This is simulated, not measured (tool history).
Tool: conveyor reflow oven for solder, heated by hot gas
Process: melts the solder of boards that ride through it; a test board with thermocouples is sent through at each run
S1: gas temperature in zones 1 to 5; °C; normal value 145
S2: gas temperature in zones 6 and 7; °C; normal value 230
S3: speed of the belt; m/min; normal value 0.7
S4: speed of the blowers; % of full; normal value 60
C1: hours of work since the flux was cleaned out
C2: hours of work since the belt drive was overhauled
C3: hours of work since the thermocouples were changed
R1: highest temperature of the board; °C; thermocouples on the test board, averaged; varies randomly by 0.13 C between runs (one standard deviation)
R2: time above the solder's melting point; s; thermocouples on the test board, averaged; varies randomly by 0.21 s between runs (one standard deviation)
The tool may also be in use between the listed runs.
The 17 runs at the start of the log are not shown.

| run | hour | S1 | S2 | S3 | S4 | C1 | C2 | C3 | R1 | R2 |
|---|---|---|---|---|---|---|---|---|---|---|
| 18 | 243.6 | 145 | 230 | 0.72 | 59 | 81 | 339 | 623 | 210.7 | 34.8 |
| 19 | 263.8 | 153 | 235 | 0.573 | 87 | 92 | 350 | 634 | 229 | 59.1 |
| 20 | 274.9 | 145 | 230 | 0.768 | 60 | 98 | 356 | 640 | 208.9 | 31.3 |
| 21 | 292.5 | 133 | 230 | 0.676 | 88 | 107 | 366 | 649 | 218.7 | 40.4 |
| 22 | 312.8 | 134 | 230 | 0.679 | 58 | 119 | 377 | 660 | 209.6 | 34 |
| 23 | 324.5 | 150 | 230 | 0.7 | 60 | 125 | 383 | 667 | 213 | 39.3 |
| 24 | 344.1 | 150 | 230 | 0.7 | 60 | 136 | 394 | 677 | 213 | 39.2 |
| 25 | 356.4 | 150 | 230 | 0.7 | 77 | 142 | 401 | 684 | 217.8 | 42.5 |
| 26 | 367.4 | 150 | 230 | 0.7 | 77 | 148 | 407 | 690 | 217.7 | 42.4 |
| 27 | 380.5 | 156 | 244 | 0.752 | 60 | 155 | 414 | 697 | 223.3 | 42.8 |
| 28 | 392.3 | 156 | 244 | 0.752 | 60 | 162 | 420 | 704 | 223.3 | 43 |
| 29 | 406.8 | 158 | 228 | 0.621 | 57 | 170 | 428 | 712 | 215.6 | 49.6 |
| 30 | 416.9 | 156 | 229 | 0.719 | 60 | 175 | 434 | 717 | 212.7 | 39.8 |

Branching from run 30: 5 alternative next runs. What would each branch give?
| A | 436.4 | 147 | 235 | 0.719 | 60 | 186 | 444 | 728 | ? | ? |
| B | 436.4 | 156 | 226 | 0.805 | 60 | 186 | 444 | 728 | ? | ? |
| C | 436.4 | 145 | 234 | 0.7 | 60 | 186 | 444 | 728 | ? | ? |
| D | 436.4 | 160 | 242 | 0.7 | 60 | 186 | 444 | 728 | ? | ? |
| E | 436.4 | 142 | 230 | 0.602 | 71 | 186 | 444 | 728 | ? | ? |

| run | R1 | R2 |
|---|---|---|
| A | 215.7 | 38.8 |
| B | 206.8 | 31.5 |
| C | 215.3 | 38.8 |
| D | 225.1 | 49.1 |
| E | 219.1 | 48.4 |
Without the tool's unlogged condition, the same runs would have read:
| run | R1 | R2 |
|---|---|---|
| A | 215.2 | 38.1 |
| B | 206.3 | 30.9 |
| C | 214.8 | 38.1 |
| D | 224.5 | 48.3 |
| E | 218.5 | 47.6 |
